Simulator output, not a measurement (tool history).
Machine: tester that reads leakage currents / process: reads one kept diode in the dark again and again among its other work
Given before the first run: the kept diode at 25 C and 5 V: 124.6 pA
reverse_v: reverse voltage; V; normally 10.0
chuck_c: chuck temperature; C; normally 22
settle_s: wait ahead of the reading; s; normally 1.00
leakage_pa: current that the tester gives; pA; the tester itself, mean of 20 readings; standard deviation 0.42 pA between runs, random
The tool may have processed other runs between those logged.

run    hour  reverse_v  chuck_c  settle_s  leakage_pa
  1     0.0       10.0       22      1.00      140.52
       23.9  -- probe card cleaned and baked
      168.2  -- tester calibrated
  2   213.3        2.6       22      1.00       64.19
  3   356.4        2.6       22      1.00       63.53
  4   472.6        2.6       22      1.00       62.98
  5   610.4       10.0       44      1.00      887.33
  6   752.1       10.0       44      1.00      881.18
  7   876.3       10.0       20      1.00      107.13
  8  1100.7        4.1       24      1.00       93.82
  9  1208.5        4.1       24      1.00       93.34
 10  1359.2        4.1       24      1.00       92.49

Run 11 has not been measured yet. What should we expect?
 11  1462.6        2.7       31      0.81           ?

Run 11 came out at leakage_pa 137.85 pA.
Take away the tool's hidden state, keep the run-to-run variation as it was, and the same run would have given leakage_pa 153.77 pA.
